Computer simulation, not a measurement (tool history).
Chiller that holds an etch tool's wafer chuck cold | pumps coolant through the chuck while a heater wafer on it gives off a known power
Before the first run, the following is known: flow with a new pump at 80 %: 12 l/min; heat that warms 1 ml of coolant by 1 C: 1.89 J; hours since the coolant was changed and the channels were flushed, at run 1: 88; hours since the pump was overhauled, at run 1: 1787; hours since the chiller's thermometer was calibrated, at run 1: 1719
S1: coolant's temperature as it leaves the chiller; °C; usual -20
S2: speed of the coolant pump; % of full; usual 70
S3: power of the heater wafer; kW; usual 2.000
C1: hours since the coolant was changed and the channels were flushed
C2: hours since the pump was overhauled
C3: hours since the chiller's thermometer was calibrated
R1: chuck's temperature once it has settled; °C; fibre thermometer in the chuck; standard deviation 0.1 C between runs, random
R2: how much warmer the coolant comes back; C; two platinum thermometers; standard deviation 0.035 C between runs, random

Run 1, hour 0.0: usual settings; C1 88; C2 1787; C3 1719. Result: R1 -3.9 °C, R2 6.10 C.
Run 2, hour 41.3: usual settings; C1 130; C2 1828; C3 1761. Result: R1 -4.0 °C, R2 6.14 C.
Run 3, hour 81.6: usual settings; C1 170; C2 1868; C3 1801. Result: R1 -4.1 °C, R2 6.15 C.
Run 4, hour 109.1: usual settings; C1 197; C2 1896; C3 1828. Result: R1 -3.9 °C, R2 6.16 C.
Run 5, hour 139.1: usual settings but S3 2.656 kW; C1 227; C2 1926; C3 1858. Result: R1 1.1 °C, R2 8.21 C.
Run 6, hour 167.0: usual settings but S3 2.656 kW; C1 255; C2 1954; C3 1886. Result: R1 1.2 °C, R2 8.15 C.
Run 7, hour 188.7: usual settings but S3 2.285 kW; C1 277; C2 1976; C3 1908. Result: R1 -1.9 °C, R2 6.99 C.
Run 8, hour 221.4: usual settings but S3 2.432 kW; C1 310; C2 2008; C3 1941. Result: R1 -0.7 °C, R2 7.56 C.
Run 9, hour 262.1: usual settings; C1 350; C2 2049; C3 1981. Result: R1 -4.0 °C, R2 6.23 C.
Run 10, hour 291.1: usual settings; C1 379; C2 2078; C3 2010. Result: R1 -4.0 °C, R2 6.26 C.
Run 11, hour 335.6: usual settings; C1 424; C2 2122; C3 2055. Result: R1 -4.0 °C, R2 6.26 C.
Run 12, hour 368.7: usual settings; C1 457; C2 2156; C3 2088. Result: R1 -4.0 °C, R2 6.23 C.
Run 13, hour 415.7: usual settings; C1 504; C2 2203; C3 2135. Result: R1 -4.0 °C, R2 6.30 C.
Run 14, hour 437.0: usual settings but S3 1.494 kW; C1 525; C2 2224; C3 2156. Result: R1 -8.2 °C, R2 4.69 C.
Run 15, hour 471.6: usual settings but S3 1.494 kW; C1 560; C2 2258; C3 2191. Result: R1 -8.1 °C, R2 4.74 C.
Run 16, hour 518.7: usual settings but S3 1.459 kW; C1 607; C2 2306; C3 2238. Result: R1 -8.3 °C, R2 4.64 C.
Run 17, hour 563.5: usual settings but S1 -12 °C, S2 86 % of full, S3 1.334 kW; C1 652; C2 2350; C3 2283. Result: R1 -3.3 °C, R2 3.50 C.
Run 18, hour 587.3: usual settings but S1 -12 °C, S2 86 % of full, S3 1.334 kW; C1 676; C2 2374; C3 2307. Result: R1 -3.2 °C, R2 3.47 C.
Run 19, hour 611.6: usual settings but S1 -26 °C, S2 86 % of full, S3 1.138 kW; C1 700; C2 2398; C3 2331. Result: R1 -18.4 °C, R2 2.90 C.
Run 20, hour 639.8: usual settings but S1 -26 °C, S2 86 % of full, S3 1.138 kW; C1 728; C2 2427; C3 2359. Result: R1 -18.5 °C, R2 2.91 C.
Run 21, hour 660.6: usual settings but S1 -26 °C, S2 86 % of full, S3 1.138 kW; C1 749; C2 2447; C3 2380. Result: R1 -18.6 °C, R2 2.96 C.
Run 22, hour 690.0: usual settings but S1 -26 °C, S2 86 % of full, S3 1.138 kW; C1 778; C2 2477; C3 2409. Result: R1 -18.6 °C, R2 2.92 C.
Run 23, hour 714.8: usual settings but S1 -16 °C, S3 1.320 kW; C1 803; C2 2502; C3 2434. Result: R1 -5.4 °C, R2 4.19 C.
Run 24, hour 761.4: usual settings but S1 -16 °C, S3 1.320 kW; C1 850; C2 2548; C3 2481. Result: R1 -5.5 °C, R2 4.34 C.
Run 25, hour 791.4: usual settings but S1 -30 °C, S2 85 % of full, S3 1.320 kW; C1 880; C2 2578; C3 2511. Result: R1 -21.1 °C, R2 3.46 C.
Run 26, hour 834.5: usual settings but S1 -15 °C, S2 69 % of full, S3 2.404 kW; C1 923; C2 2621; C3 2554. Result: R1 4.5 °C, R2 7.75 C.
Run 27, hour 884.8: usual settings but S1 -28 °C, S2 90 % of full, S3 2.446 kW; C1 973; C2 2672; C3 2604. Result: R1 -12.8 °C, R2 5.89 C.
Run 28, hour 919.6: usual settings but S1 -19 °C; C1 1008; C2 2706; C3 2639. Result: R1 -3.0 °C, R2 6.39 C.
Run 29, hour 949.5: usual settings but S1 -21 °C, S2 87 % of full, S3 1.171 kW; C1 1038; C2 2736; C3 2669. Result: R1 -13.5 °C, R2 3.10 C.
Run 30, hour 988.5: usual settings but S1 -25 °C, S2 90 % of full, S3 1.667 kW; C1 1077; C2 2775; C3 2708. Result: R1 -14.6 °C, R2 4.13 C.
Run 31, hour 1033.4: usual settings but S3 2.105 kW; C1 1122; C2 2820; C3 2753. Result: R1 -3.1 °C, R2 6.78 C.
At hour 1059.4: gauge calibrated.
Run 32, hour 1074.6: usual settings but S1 -17 °C, S3 1.760 kW; C1 1163; C2 2861; C3 2794. Result: R1 -2.9 °C, R2 5.41 C.

Hidden condition of the tool, last listed run before each entry between runs versus first listed run after:
Runs 31 to 32: gauge calibrated (hour 1059.4)
  drift of the gauge itself on warmer_back_c, C: 0.3 -> 0
  difference, measured minus the result without the unlogged condition, R2: +0.32 -> +0.02 C

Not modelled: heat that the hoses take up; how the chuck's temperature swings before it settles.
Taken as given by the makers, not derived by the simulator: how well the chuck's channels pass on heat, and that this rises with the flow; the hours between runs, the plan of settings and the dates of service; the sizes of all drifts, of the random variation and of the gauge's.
